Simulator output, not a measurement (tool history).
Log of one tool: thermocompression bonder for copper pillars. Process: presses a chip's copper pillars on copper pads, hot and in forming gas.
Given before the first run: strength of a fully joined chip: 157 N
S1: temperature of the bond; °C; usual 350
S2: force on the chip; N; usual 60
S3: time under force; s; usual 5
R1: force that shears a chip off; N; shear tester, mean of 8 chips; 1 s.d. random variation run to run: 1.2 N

| run | hour | S1 | S2 | S3 | R1 |
|---|---|---|---|---|---|
| 1 | 0.0 | 350 | 60 | 5 | 98.9 |
| 2 | 26.2 | 350 | 60 | 13 | 122.4 |
| 3 | 56.8 | 350 | 60 | 13 | 121.5 |
| 4 | 69.5 | 350 | 60 | 4 | 89.2 |
| 5 | 99.4 | 350 | 60 | 4 | 88.7 |
|  | 103.7 | force cell calibrated |
| 6 | 123.3 | 350 | 48 | 4 | 80.9 |
| 7 | 147.5 | 350 | 60 | 4 | 87.9 |
| 8 | 161.8 | 325 | 60 | 8 | 86.9 |
| 9 | 183.3 | 325 | 60 | 8 | 83.9 |
|  | 199.2 | forming gas filter changed |
| 10 | 206.6 | 337 | 81 | 5 | 98.1 |
|  | 228.3 | force cell calibrated, once more |
| 11 | 233.1 | 375 | 82 | 5 | 132.9 |
| 12 | 261.3 | 350 | 72 | 5 | 108.5 |

Forecast each of these 5 alternatives for the next run:
| A | 279.0 | 360 | 37 | 5 | ? |
| B | 279.0 | 337 | 56 | 3 | ? |
| C | 279.0 | 344 | 42 | 3 | ? |
| D | 279.0 | 329 | 53 | 5 | ? |
| E | 279.0 | 373 | 49 | 5 | ? |

| run | R1 |
|---|---|
| A | 90.7 |
| B | 73.6 |
| C | 68.4 |
| D | 77.6 |
| E | 111.1 |
Without the tool's hidden state the same runs would have given:
| run | R1 |
|---|---|
| A | 97.4 |
| B | 80.2 |
| C | 74.6 |
| D | 84.6 |
| E | 117.4 |

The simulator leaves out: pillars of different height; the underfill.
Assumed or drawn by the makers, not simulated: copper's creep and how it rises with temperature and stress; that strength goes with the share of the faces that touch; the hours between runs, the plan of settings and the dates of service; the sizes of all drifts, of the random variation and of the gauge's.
